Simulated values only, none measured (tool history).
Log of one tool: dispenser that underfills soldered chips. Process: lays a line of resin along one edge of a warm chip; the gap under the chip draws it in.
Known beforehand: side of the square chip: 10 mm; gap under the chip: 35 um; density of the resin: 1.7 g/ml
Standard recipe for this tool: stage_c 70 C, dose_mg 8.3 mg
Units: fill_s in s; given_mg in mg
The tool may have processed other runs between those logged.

| run | hour | stage_c | dose_mg | fill_s | given_mg |
|---|---|---|---|---|---|
| 1 | 0 | 70 | 8.3 | 85.2 | 7.92 |
| 2 | 5.9 | 70 | 8.3 | 119.7 | 7.78 |
|  | 8 | new syringe of resin |
|  | 15.3 | dispensing valve cleaned and set on the balance |
| 3 | 18.8 | 70 | 8.3 | 129.4 | 8.16 |
|  | 20.7 | new syringe of resin |
| 4 | 27 | 70 | 8.3 | 102.8 | 8.22 |
|  | 31.6 | new syringe of resin |
| 5 | 34.9 | 70 | 8.3 | 84.5 | 8.28 |
| 6 | 40.8 | 70 | 8.3 | 121.3 | 8.04 |
|  | 43 | new syringe of resin |
| 7 | 51 | 70 | 10.65 | 110.9 | 10.67 |
|  | 54.4 | new syringe of resin |
| 8 | 59.1 | 70 | 10.65 | 87.9 | 10.49 |
|  | 65.6 | new syringe of resin |
| 9 | 71.6 | 70 | 10.65 | 95.8 | 10.52 |
|  | 77.2 | new syringe of resin |
| 10 | 83.1 | 70 | 10.65 | 96.2 | 10.4 |
|  | 88.7 | new syringe of resin |
| 11 | 92.8 | 70 | 10.65 | 84.7 | 10.47 |
|  | 100 | new syringe of resin |
| 12 | 102.8 | 70 | 8.86 | 79.8 | 8.59 |
|  | 111.4 | new syringe of resin |
| 13 | 111.4 | 70 | 7.84 | 66 | 7.67 |
|  | 122.8 | new syringe of resin |
| 14 | 123.4 | 70 | 7.84 | 70.2 | 7.66 |
|  | 133.9 | new syringe of resin |
| 15 | 135.9 | 70 | 7.84 | 78 | 7.63 |
|  | 145.2 | new syringe of resin |
| 16 | 146.7 | 70 | 7.84 | 76.3 | 7.54 |
|  | 156.3 | new syringe of resin |
| 17 | 158.4 | 70 | 8.3 | 78.8 | 7.91 |
| 18 | 165.7 | 66 | 9.18 | 147.3 | 8.74 |
|  | 168.1 | new syringe of resin |
| 19 | 177.4 | 66 | 9.18 | 146.2 | 8.79 |
|  | 179.6 | new syringe of resin |
| 20 | 189.6 | 68 | 9.55 | 138.4 | 9.11 |
|  | 190.8 | new syringe of resin |
| 21 | 196.3 | 81 | 10.61 | 55.2 | 10.17 |
|  | 202.2 | new syringe of resin |
| 22 | 206.7 | 70 | 10.01 | 86.3 | 9.21 |
|  | 213.5 | new syringe of resin |
| 23 | 214.9 | 75 | 9.9 | 55.5 | 9.16 |
|  | 218.7 | dispensing valve cleaned and set on the balance |
|  | 225.4 | new syringe of resin |
| 24 | 226.7 | 67 | 7.87 | 84.1 | 7.79 |
| 25 | 233.4 | 67 | 7.87 | 128.7 | 7.86 |
|  | 236.6 | new syringe of resin |
| 26 | 240 | 68 | 9.44 | 88.3 | 9.36 |
|  | 247.8 | new syringe of resin |
| 27 | 249 | 72 | 9.07 | 64.8 | 9.03 |
| 28 | 257.8 | 75 | 9.07 | 97.9 | 8.97 |
|  | 259.2 | new syringe of resin |
| 29 | 265.4 | 75 | 9.07 | 75.6 | 8.93 |
|  | 270.9 | new syringe of resin |
| 30 | 277.3 | 59 | 9.83 | 169.7 | 9.63 |
|  | 281.9 | new syringe of resin |
| 31 | 287 | 61 | 9.28 | 139.3 | 9.05 |
|  | 293 | new syringe of resin |
| 32 | 299.5 | 80 | 10.52 | 59.7 | 10.27 |
|  | 304.6 | new syringe of resin |
| 33 | 310.6 | 80 | 10.52 | 60 | 10.22 |
|  | 315.9 | new syringe of resin |
| 34 | 316.6 | 69 | 10.72 | 70.5 | 10.45 |

Here are 4 independent what-if runs from the current tool condition. What would each one return?
|  | 326.9 | new syringe of resin |
| A | 327.7 | 56 | 9.09 | ? | ? |
|  | 326.9 | new syringe of resin |
| B | 327.7 | 62 | 9.51 | ? | ? |
|  | 326.9 | new syringe of resin |
| C | 327.7 | 69 | 7.33 | ? | ? |
|  | 326.9 | new syringe of resin |
| D | 327.7 | 65 | 7.45 | ? | ? |

| run | fill_s | given_mg |
|---|---|---|
| A | 142.9 | 8.88 |
| B | 103.3 | 9.21 |
| C | 75.2 | 7.06 |
| D | 93.6 | 7.09 |
The same runs, with their run-to-run variation unchanged, on a tool lacking any hidden condition would have given:
| run | fill_s | given_mg |
|---|---|---|
| A | 145.6 | 9.2 |
| B | 105.1 | 9.53 |
| C | 75.5 | 7.31 |
| D | 94.2 | 7.35 |
